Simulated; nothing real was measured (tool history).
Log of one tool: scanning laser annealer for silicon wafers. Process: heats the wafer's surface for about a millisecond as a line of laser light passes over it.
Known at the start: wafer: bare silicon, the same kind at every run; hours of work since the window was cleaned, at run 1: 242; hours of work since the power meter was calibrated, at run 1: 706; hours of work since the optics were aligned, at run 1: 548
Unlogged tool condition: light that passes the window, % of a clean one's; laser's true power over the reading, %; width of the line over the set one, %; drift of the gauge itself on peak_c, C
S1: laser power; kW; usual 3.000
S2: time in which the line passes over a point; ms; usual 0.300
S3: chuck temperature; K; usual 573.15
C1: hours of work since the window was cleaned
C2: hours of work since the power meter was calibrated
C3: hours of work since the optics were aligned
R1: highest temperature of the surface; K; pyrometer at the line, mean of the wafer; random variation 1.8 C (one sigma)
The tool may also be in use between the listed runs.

run    hour     S1     S2      S3   C1    C2   C3       R1
  1     0.0  3.000  0.300  573.15  242   706  548  1334.15
  2    34.0  3.000  0.300  573.15  255   720  562  1333.15
  3    85.2  3.000  0.263  573.15  276   741  583  1289.15
  4   168.5  3.000  0.263  573.15  311   775  617  1286.15
  5   222.4  3.000  0.263  573.15  333   797  639  1286.15
  6   278.8  3.000  0.263  573.15  356   821  662  1285.15
  7   340.0  3.000  0.300  573.15  381   846  687  1325.15
  8   394.3  3.000  0.300  573.15  403   868  710  1325.15
  9   453.1  3.000  0.352  573.15  427   892  734  1380.15
 10   529.3  3.000  0.300  574.15  458   923  765  1322.15
 11   597.3  3.000  0.300  574.15  486   951  793  1320.15
      634.0  -- window over the wafer cleaned
 12   672.5  3.000  0.300  574.15   16   981  823  1308.15
      689.4  -- optics aligned, line set to its width
 13   752.8  3.000  0.300  574.15   47  1012   26  1325.15
 14   793.0  3.000  0.300  574.15   63  1028   42  1323.15
      817.4  -- window over the wafer cleaned, once more
 15   831.5  3.000  0.300  574.15    6  1043   57  1359.15
 16   907.4  3.000  0.300  573.15   37  1074   88  1351.15
 17   955.3  3.000  0.300  573.15   56  1094  108  1351.15
 18   992.3  3.000  0.239  573.15   72  1109  123  1278.15
 19  1063.7  3.000  0.239  573.15  101  1138  152  1276.15
 20  1129.6  3.000  0.267  573.15  128  1165  180  1306.15
 21  1165.1  2.660  0.300  585.15  142  1180  194  1258.15
 22  1236.0  2.887  0.264  563.15  171  1209  223  1260.15
 23  1308.4  2.551  0.357  563.15  201  1239  253  1255.15
 24  1345.6  3.036  0.330  573.15  216  1254  268  1389.15
 25  1410.8  3.036  0.330  573.15  243  1281  295  1387.15
 26  1465.3  3.036  0.330  573.15  265  1303  317  1385.15
 27  1531.1  3.276  0.277  563.15  292  1330  344  1381.15
 28  1576.2  3.088  0.253  570.15  311  1348  362  1301.15
 29  1625.5  3.088  0.253  570.15  331  1368  383  1303.15
 30  1667.9  3.040  0.288  538.15  348  1386  400  1302.15
 31  1730.0  3.040  0.211  571.15  374  1411  425  1230.15
 32  1795.6  2.581  0.345  573.15  401  1438  452  1253.15
 33  1840.1  3.268  0.218  602.15  419  1456  471  1329.15
 34  1919.6  3.268  0.218  602.15  451  1489  503  1330.15
 35  1967.8  2.809  0.340  558.15  471  1509  523  1303.15
     2036.9  -- window over the wafer cleaned
 36  2036.9  3.000  0.300  551.15    0  1536  550  1323.15
 37  2097.7  3.034  0.289  558.15   25  1561  575  1324.15
 38  2145.6  3.000  0.300  601.15   45  1581  595  1373.15
 39  2200.8  3.000  0.302  601.15   67  1603  617  1375.15

Predict each of these 4 candidate next runs independently; none follows another, all start after run 39:
  A  2283.5  2.786  0.302  592.15  101  1637  651   ?
  B  2283.5  2.621  0.300  595.15  101  1637  651   ?
  C  2283.5  3.000  0.210  597.15  101  1637  651   ?
  D  2283.5  2.697  0.376  578.15  101  1637  651   ?

run       R1
  A  1300.15
  B  1250.15
  C  1252.15
  D  1330.15
Take away the tool's hidden state, keep each run's random variation, and the runs would have read:
run       R1
  A  1313.15
  B  1262.15
  C  1263.15
  D  1344.15
